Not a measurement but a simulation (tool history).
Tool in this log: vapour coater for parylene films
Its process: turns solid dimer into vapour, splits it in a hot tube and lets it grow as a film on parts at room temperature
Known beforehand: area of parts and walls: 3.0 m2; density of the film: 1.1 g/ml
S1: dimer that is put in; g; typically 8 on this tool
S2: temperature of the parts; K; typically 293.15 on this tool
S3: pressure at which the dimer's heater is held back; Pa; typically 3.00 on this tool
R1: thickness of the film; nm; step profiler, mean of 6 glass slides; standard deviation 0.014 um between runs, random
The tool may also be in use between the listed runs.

run,hour,S1,S2,S3,R1
1,0.0,8,293.15,3.00,1600
2,11.4,8,293.15,3.00,1640
3,18.6,8,293.15,3.00,1620
4,28.0,8,293.15,3.00,1610
5,43.1,8,293.15,3.00,1610
6,52.9,8,293.15,3.00,1590
7,65.0,8,293.15,3.00,1600
8,80.0,6,293.15,3.00,1200
9,88.1,8,293.15,2.13,1690
10,94.7,8,293.15,3.00,1590
11,102.9,8,293.15,3.00,1590
12,114.2,8,293.15,3.00,1600
13,124.9,8,293.15,3.00,1600
14,136.9,8,293.15,3.00,1590
15,147.4,8,293.15,3.00,1580
# hour 152.6: trap's valve overhauled
16,164.2,8,293.15,3.00,1590
# hour 183.9: trap's valve overhauled, once more
17,183.9,8,293.15,3.00,1670
18,197.9,8,293.15,3.00,1650
19,212.9,8,293.15,3.00,1640
20,225.0,8,293.15,3.00,1650
21,237.7,8,293.15,3.00,1660
22,253.4,8,293.15,3.00,1670
23,265.7,8,293.15,3.00,1640
24,281.3,8,293.15,3.00,1650

What does the tool deliver on the next run?
25,288.2,8,293.15,3.00,?

For run 25 the tool returned R1 1640 nm.
Without the tool's hidden state the same run would have given R1 1670 nm.
